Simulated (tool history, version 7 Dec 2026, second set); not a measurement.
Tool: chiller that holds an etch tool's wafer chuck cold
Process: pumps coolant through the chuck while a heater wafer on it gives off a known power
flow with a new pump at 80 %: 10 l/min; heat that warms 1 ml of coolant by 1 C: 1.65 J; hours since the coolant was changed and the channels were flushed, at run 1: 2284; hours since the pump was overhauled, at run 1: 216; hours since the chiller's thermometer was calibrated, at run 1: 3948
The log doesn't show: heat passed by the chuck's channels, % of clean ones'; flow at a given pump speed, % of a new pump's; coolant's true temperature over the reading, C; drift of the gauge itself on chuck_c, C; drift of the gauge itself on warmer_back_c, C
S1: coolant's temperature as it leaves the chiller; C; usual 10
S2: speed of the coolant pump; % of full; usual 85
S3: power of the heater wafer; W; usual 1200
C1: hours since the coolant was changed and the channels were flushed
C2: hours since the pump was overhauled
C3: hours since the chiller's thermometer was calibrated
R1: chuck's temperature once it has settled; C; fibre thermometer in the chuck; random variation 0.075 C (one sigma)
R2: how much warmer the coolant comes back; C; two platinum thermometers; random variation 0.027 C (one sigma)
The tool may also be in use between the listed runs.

Run 1, hour 0: usual settings; C1 2284; C2 216; C3 3948. Result: R1 18.06 C, R2 4.08 C.
Run 2, hour 19.3: usual settings; C1 2303; C2 236; C3 3967. Result: R1 17.78 C, R2 4.1 C.
Run 3, hour 51.5: usual settings; C1 2335; C2 268; C3 4000. Result: R1 17.86 C, R2 4.11 C.
Run 4, hour 71.7: usual settings but S1 6 C; C1 2356; C2 288; C3 4020. Result: R1 14 C, R2 4.14 C.
Run 5, hour 102.3: usual settings but S1 6 C; C1 2386; C2 319; C3 4051. Result: R1 14 C, R2 4.08 C.
Run 6, hour 130.4: usual settings but S1 6 C; C1 2414; C2 347; C3 4079. Result: R1 13.86 C, R2 4.13 C.
Run 7, hour 164.3: usual settings but S1 6 C; C1 2448; C2 381; C3 4113. Result: R1 13.84 C, R2 4.15 C.
Run 8, hour 198: usual settings but S1 6 C; C1 2482; C2 414; C3 4146. Result: R1 13.92 C, R2 4.1 C.
Run 9, hour 232.8: usual settings; C1 2517; C2 449; C3 4181. Result: R1 18.03 C, R2 4.1 C.
Run 10, hour 267.9: usual settings; C1 2552; C2 484; C3 4216. Result: R1 18.09 C, R2 4.1 C.
Run 11, hour 294.7: usual settings; C1 2579; C2 511; C3 4243. Result: R1 17.97 C, R2 4.08 C.
Run 12, hour 324.3: usual settings; C1 2608; C2 541; C3 4273. Result: R1 18.03 C, R2 4.14 C.
Run 13, hour 356.9: usual settings but S3 1288 W; C1 2641; C2 573; C3 4305. Result: R1 18.71 C, R2 4.43 C.
Run 14, hour 374.8: usual settings; C1 2659; C2 591; C3 4323. Result: R1 17.95 C, R2 4.14 C.
Run 15, hour 405.7: usual settings but S2 73 % of full; C1 2690; C2 622; C3 4354. Result: R1 18.94 C, R2 4.91 C.
Run 16, hour 436.6: usual settings but S1 3 C, S2 93 % of full, S3 980 W; C1 2721; C2 653; C3 4385. Result: R1 9.15 C, R2 3.06 C.
Run 17, hour 459.2: usual settings but S1 18 C; C1 2743; C2 676; C3 4407. Result: R1 26.05 C, R2 4.16 C.
Run 18, hour 492.8: usual settings but S1 18 C, S2 86 % of full; C1 2777; C2 709; C3 4441. Result: R1 25.85 C, R2 4.06 C.
Run 19, hour 523.5: usual settings but S1 11 C, S2 95 % of full, S3 1373 W; C1 2808; C2 740; C3 4472. Result: R1 19.44 C, R2 4.17 C.
Run 20, hour 540.9: usual settings but S3 1032 W; C1 2825; C2 757; C3 4489. Result: R1 16.95 C, R2 3.54 C.
Run 21, hour 568.1: usual settings but S1 9 C, S2 86 % of full, S3 1351 W; C1 2852; C2 784; C3 4516. Result: R1 18.06 C, R2 4.6 C.
Run 22, hour 587.6: usual settings but S1 15 C, S2 94 % of full; C1 2872; C2 804; C3 4536. Result: R1 22.37 C, R2 3.69 C.
Run 23, hour 621.1: usual settings but S1 15 C, S2 94 % of full; C1 2905; C2 837; C3 4569. Result: R1 22.45 C, R2 3.73 C.
Run 24, hour 650.3: usual settings but S1 18 C, S2 70 % of full; C1 2934; C2 867; C3 4599. Result: R1 27.3 C, R2 5.18 C.
Run 25, hour 665.9: usual settings but S1 2 C; C1 2950; C2 882; C3 4614. Result: R1 10.01 C, R2 4.13 C.
Run 26, hour 683.3: usual settings but S2 66 % of full, S3 1160 W; C1 2967; C2 900; C3 4631. Result: R1 19.33 C, R2 5.32 C.
Run 27, hour 710.8: usual settings but S1 7 C, S2 71 % of full, S3 1160 W; C1 2995; C2 927; C3 4659. Result: R1 15.84 C, R2 4.92 C.
Run 28, hour 729.6: usual settings but S1 7 C, S2 71 % of full, S3 1160 W; C1 3014; C2 946; C3 4678. Result: R1 15.97 C, R2 4.88 C.
Run 29, hour 756.2: usual settings but S1 19 C, S2 61 % of full, S3 1160 W; C1 3040; C2 973; C3 4704. Result: R1 29.02 C, R2 5.81 C.

Some steps in R1 between neighbouring runs. How much of each would the tool show without its hidden state too (settings, what came in, random variation), and how much is left for the hidden state, with any gauge scatter that isn't in both results?
Run 15 -> 16: S1 10 -> 3, S2 73 -> 93, S3 1200 -> 980. R1 -9.79 C: hidden state -0.13, all else -9.66.
Run 16 -> 17: S1 3 -> 18, S2 93 -> 85, S3 980 -> 1200. R1 +16.9 C: hidden state +0.11, all else +16.79.
Run 20 -> 21: S1 10 -> 9, S2 85 -> 86, S3 1032 -> 1351. R1 +1.11 C: hidden state +0.12, all else +0.99.
Run 24 -> 25: S1 18 -> 2, S2 70 -> 85. R1 -17.29 C: hidden state -0.06, all else -17.23.
